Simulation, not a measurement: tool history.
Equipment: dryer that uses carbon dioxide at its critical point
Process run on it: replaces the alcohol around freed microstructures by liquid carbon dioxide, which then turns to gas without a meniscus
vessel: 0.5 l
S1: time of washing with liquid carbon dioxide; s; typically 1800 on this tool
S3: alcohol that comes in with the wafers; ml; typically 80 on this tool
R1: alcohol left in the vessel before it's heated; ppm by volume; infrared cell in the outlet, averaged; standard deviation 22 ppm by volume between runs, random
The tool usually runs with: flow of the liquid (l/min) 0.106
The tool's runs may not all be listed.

run 1 hour=0 | S1=1800 flow_of_the_liquid_(l/min)=0.106 S3=80 | R1=2517
run 2 hour=4.7 | S1=2160 flow_of_the_liquid_(l/min)=0.106 S3=80 | R1=1124
run 3 hour=12.3 | S1=2160 flow_of_the_liquid_(l/min)=0.106 S3=80 | R1=1145
run 4 hour=22 | S1=2160 flow_of_the_liquid_(l/min)=0.106 S3=80 | R1=1229
run 5 hour=31.5 | S1=2160 flow_of_the_liquid_(l/min)=0.092 S3=80 | R1=2394
run 6 hour=37.5 | S1=2160 flow_of_the_liquid_(l/min)=0.092 S3=80 | R1=2516
run 7 hour=46.2 | S1=1800 flow_of_the_liquid_(l/min)=0.106 S3=67 | R1=2509
run 8 hour=51.1 | S1=1800 flow_of_the_liquid_(l/min)=0.106 S3=67 | R1=2548
run 9 hour=57.7 | S1=1800 flow_of_the_liquid_(l/min)=0.106 S3=59 | R1=2276
run 10 hour=61.9 | S1=1800 flow_of_the_liquid_(l/min)=0.106 S3=80 | R1=3160
run 11 hour=70.1 | S1=1800 flow_of_the_liquid_(l/min)=0.106 S3=80 | R1=3244
run 12 hour=77.2 | S1=1800 flow_of_the_liquid_(l/min)=0.106 S3=80 | R1=1501
run 13 hour=81.4 | S1=1800 flow_of_the_liquid_(l/min)=0.106 S3=80 | R1=1548
run 14 hour=88.5 | S1=1800 flow_of_the_liquid_(l/min)=0.106 S3=80 | R1=1503
run 15 hour=93.3 | S1=1800 flow_of_the_liquid_(l/min)=0.106 S3=80 | R1=1578
run 16 hour=100.2 | S1=1800 flow_of_the_liquid_(l/min)=0.161 S3=80 | R1=173
run 17 hour=106.7 | S1=1800 flow_of_the_liquid_(l/min)=0.161 S3=80 | R1=183
run 18 hour=115.8 | S1=1800 flow_of_the_liquid_(l/min)=0.161 S3=21 | R1=75
run 19 hour=123.7 | S1=2460 flow_of_the_liquid_(l/min)=0.1 S3=88 | R1=569
run 20 hour=128.1 | S1=2460 flow_of_the_liquid_(l/min)=0.1 S3=88 | R1=558
run 21 hour=132.3 | S1=2460 flow_of_the_liquid_(l/min)=0.1 S3=88 | R1=562
run 22 hour=137.7 | S1=1560 flow_of_the_liquid_(l/min)=0.141 S3=45 | R1=538
run 23 hour=146.4 | S1=2880 flow_of_the_liquid_(l/min)=0.177 S3=45 | R1=42
run 24 hour=152.5 | S1=2880 flow_of_the_liquid_(l/min)=0.106 S3=80 | R1=186
run 25 hour=156.9 | S1=2880 flow_of_the_liquid_(l/min)=0.091 S3=58 | R1=318
run 26 hour=164.6 | S1=2880 flow_of_the_liquid_(l/min)=0.103 S3=32 | R1=121
run 27 hour=173.7 | S1=2760 flow_of_the_liquid_(l/min)=0.106 S3=78 | R1=247
run 28 hour=178.8 | S1=1800 flow_of_the_liquid_(l/min)=0.085 S3=32 | R1=2072
run 29 hour=185.3 | S1=2640 flow_of_the_liquid_(l/min)=0.117 S3=32 | R1=114
run 30 hour=193.1 | S1=1740 flow_of_the_liquid_(l/min)=0.068 S3=55 | R1=7967
run 31 hour=198.7 | S1=1740 flow_of_the_liquid_(l/min)=0.068 S3=55 | R1=7787
run 32 hour=208.2 | S1=1980 flow_of_the_liquid_(l/min)=0.144 S3=39 | R1=195
run 33 hour=213.2 | S1=2040 flow_of_the_liquid_(l/min)=0.106 S3=93 | R1=1639
run 34 hour=222.9 | S1=1140 flow_of_the_liquid_(l/min)=0.106 S3=29 | R1=4171

The log once held 1 entry between its listed runs, left out of this copy. Where does each go, and what is different about the tool's unlogged condition between the listed run before it and the listed run after it?
Logged between run 11 and run 12: inlet filter changed (hour 76.3)
  flow that reaches the vessel past the clogged filter, %: 82.9 -> 99.7; alcohol in the recycled carbon dioxide, ppm: 25.7 -> 27.4
  difference, measured minus the result without the unlogged condition, R1: +1792 -> +42 ppm by volume
